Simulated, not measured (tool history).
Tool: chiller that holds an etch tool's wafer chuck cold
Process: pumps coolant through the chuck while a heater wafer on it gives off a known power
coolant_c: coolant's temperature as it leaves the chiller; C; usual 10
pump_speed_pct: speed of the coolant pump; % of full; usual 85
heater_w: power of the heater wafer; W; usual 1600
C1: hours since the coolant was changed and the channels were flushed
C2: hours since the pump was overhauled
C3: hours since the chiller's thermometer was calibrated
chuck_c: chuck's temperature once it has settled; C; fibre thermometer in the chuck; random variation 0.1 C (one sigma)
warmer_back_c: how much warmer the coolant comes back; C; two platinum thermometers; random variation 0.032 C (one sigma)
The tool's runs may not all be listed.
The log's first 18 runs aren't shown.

At hour 2140.4: coolant changed, channels flushed.
Run 19, hour 2199.9: usual settings but pump_speed_pct 90 % of full; C1 59; C2 7973; C3 1922. Result: chuck_c 30.5 C, warmer_back_c 3.97 C.
Run 20, hour 2297: usual settings but pump_speed_pct 90 % of full; C1 157; C2 8070; C3 2020. Result: chuck_c 30.3 C, warmer_back_c 3.96 C.
Run 21, hour 2373.3: usual settings but pump_speed_pct 90 % of full; C1 233; C2 8146; C3 2096. Result: chuck_c 30.4 C, warmer_back_c 4.02 C.
Run 22, hour 2453.7: usual settings but pump_speed_pct 77 % of full; C1 313; C2 8226; C3 2176. Result: chuck_c 32.8 C, warmer_back_c 4.7 C.
Run 23, hour 2552.4: usual settings but pump_speed_pct 77 % of full; C1 412; C2 8325; C3 2275. Result: chuck_c 33 C, warmer_back_c 4.7 C.
Run 24, hour 2628.5: usual settings but heater_w 1816 W; C1 488; C2 8401; C3 2351. Result: chuck_c 34.3 C, warmer_back_c 4.87 C.
Run 25, hour 2753.3: usual settings but heater_w 1816 W; C1 613; C2 8526; C3 2476. Result: chuck_c 34.5 C, warmer_back_c 4.86 C.
Run 26, hour 2861.4: usual settings but pump_speed_pct 82 % of full, heater_w 1194 W; C1 721; C2 8634; C3 2584. Result: chuck_c 26.6 C, warmer_back_c 3.36 C.
Run 27, hour 2959: usual settings but coolant_c 19 C, pump_speed_pct 82 % of full, heater_w 1346 W; C1 819; C2 8732; C3 2682. Result: chuck_c 37.7 C, warmer_back_c 3.74 C.
Run 28, hour 3075.3: usual settings but coolant_c 16 C, heater_w 814 W; C1 935; C2 8848; C3 2798. Result: chuck_c 27.3 C, warmer_back_c 2.18 C.
At hour 3201.2: chiller's thermometer calibrated.
Run 29, hour 3207.7: usual settings but coolant_c 18 C, pump_speed_pct 83 % of full, heater_w 850 W; C1 1066; C2 8979; C3 7. Result: chuck_c 29.9 C, warmer_back_c 2.36 C.
Run 30, hour 3337.9: usual settings but pump_speed_pct 99 % of full, heater_w 1373 W; C1 1197; C2 9110; C3 137. Result: chuck_c 26.8 C, warmer_back_c 3.14 C.
Run 31, hour 3500.9: usual settings but pump_speed_pct 70 % of full, heater_w 1129 W; C1 1360; C2 9273; C3 300. Result: chuck_c 28.3 C, warmer_back_c 3.76 C.
Run 32, hour 3671.6: usual settings but coolant_c 15 C, pump_speed_pct 87 % of full, heater_w 1760 W; C1 1530; C2 9443; C3 470. Result: chuck_c 39.1 C, warmer_back_c 4.64 C.

3 ways to go on from here, each from the tool as it stands after run 32. What would each give?
Run A, hour 3821.9: usual settings but coolant_c 12 C, pump_speed_pct 87 % of full, heater_w 1760 W; C1 1681; C2 9594; C3 621. Result: chuck_c ?, warmer_back_c ?.
Run B, hour 3821.9: usual settings but coolant_c 13 C, heater_w 1863 W; C1 1681; C2 9594; C3 621. Result: chuck_c ?, warmer_back_c ?.
Run C, hour 3821.9: usual settings but coolant_c 15 C, pump_speed_pct 87 % of full, heater_w 1295 W; C1 1681; C2 9594; C3 621. Result: chuck_c ?, warmer_back_c ?.

run  chuck_c  warmer_back_c
  A     36.3           4.64
  B     39.3           4.99
  C     32.8           3.54
Without the tool's hidden state the same runs would have given:
run  chuck_c  warmer_back_c
  A       32           3.81
  B     34.7           4.09
  C     29.6           2.93

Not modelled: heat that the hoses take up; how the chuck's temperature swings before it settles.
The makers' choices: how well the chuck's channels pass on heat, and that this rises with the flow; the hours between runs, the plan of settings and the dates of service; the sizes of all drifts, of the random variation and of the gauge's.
